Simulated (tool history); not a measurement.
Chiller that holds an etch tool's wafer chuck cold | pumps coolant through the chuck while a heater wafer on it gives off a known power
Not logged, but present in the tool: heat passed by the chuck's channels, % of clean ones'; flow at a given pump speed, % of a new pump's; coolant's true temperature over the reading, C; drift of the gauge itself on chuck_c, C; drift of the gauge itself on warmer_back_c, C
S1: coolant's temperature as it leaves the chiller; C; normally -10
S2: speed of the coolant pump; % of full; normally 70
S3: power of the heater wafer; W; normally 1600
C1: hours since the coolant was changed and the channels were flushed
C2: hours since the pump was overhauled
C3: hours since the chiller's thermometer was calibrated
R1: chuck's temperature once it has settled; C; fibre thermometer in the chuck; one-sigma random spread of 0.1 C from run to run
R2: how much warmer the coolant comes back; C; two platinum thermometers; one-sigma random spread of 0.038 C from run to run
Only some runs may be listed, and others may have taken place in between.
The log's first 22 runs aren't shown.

{"run": 23, "hour": 2784.4, "S1": -7, "S2": 70, "S3": 1448, "C1": 1322, "C2": 985, "C3": 833, "R1": 11.8, "R2": 6.98}
{"run": 24, "hour": 2936.6, "S1": -10, "S2": 61, "S3": 1600, "C1": 1475, "C2": 1137, "C3": 986, "R1": 12.5, "R2": 8.83}
{"run": 25, "hour": 3018.7, "S1": -10, "S2": 60, "S3": 1600, "C1": 1557, "C2": 1220, "C3": 1068, "R1": 12.8, "R2": 9.0}
{"run": 26, "hour": 3126.0, "S1": -4, "S2": 75, "S3": 1600, "C1": 1664, "C2": 1327, "C3": 1175, "R1": 16.1, "R2": 7.19}
{"run": 27, "hour": 3229.0, "S1": -8, "S2": 80, "S3": 1754, "C1": 1767, "C2": 1430, "C3": 1278, "R1": 13.4, "R2": 7.44}
{"run": 28, "hour": 3343.7, "S1": -6, "S2": 64, "S3": 988, "C1": 1882, "C2": 1545, "C3": 1393, "R1": 7.6, "R2": 5.23}
{"run": 29, "hour": 3469.6, "S1": -14, "S2": 77, "S3": 1600, "C1": 2008, "C2": 1671, "C3": 1519, "R1": 5.9, "R2": 7.01}
{"run": 30, "hour": 3617.7, "S1": -13, "S2": 92, "S3": 866, "C1": 2156, "C2": 1819, "C3": 1667, "R1": -3.2, "R2": 3.22}
{"run": 31, "hour": 3684.7, "S1": -10, "S2": 71, "S3": 1651, "C1": 2223, "C2": 1886, "C3": 1734, "R1": 11.7, "R2": 7.82}

Predict each of these 5 candidate next runs independently; none follows another, all start after run 31:
{"run": "A", "hour": 3826.1, "S1": -9, "S2": 71, "S3": 963, "C1": 2364, "C2": 2027, "C3": 1875, "R1": "?", "R2": "?"}
{"run": "B", "hour": 3826.1, "S1": -5, "S2": 65, "S3": 1327, "C1": 2364, "C2": 2027, "C3": 1875, "R1": "?", "R2": "?"}
{"run": "C", "hour": 3826.1, "S1": -9, "S2": 71, "S3": 1217, "C1": 2364, "C2": 2027, "C3": 1875, "R1": "?", "R2": "?"}
{"run": "D", "hour": 3826.1, "S1": -5, "S2": 87, "S3": 843, "C1": 2364, "C2": 2027, "C3": 1875, "R1": "?", "R2": "?"}
{"run": "E", "hour": 3826.1, "S1": -5, "S2": 70, "S3": 1600, "C1": 2364, "C2": 2027, "C3": 1875, "R1": "?", "R2": "?"}

run=A R1=3.6 R2=4.69
run=B R1=13.4 R2=6.96
run=C R1=6.9 R2=5.87
run=D R1=4.9 R2=3.24
run=E R1=16.4 R2=7.78
What these runs would have given with no unlogged condition in the tool:
run=A R1=3.0 R2=4.60
run=B R1=12.5 R2=6.84
run=C R1=6.1 R2=5.76
run=D R1=4.5 R2=3.18
run=E R1=15.2 R2=7.64
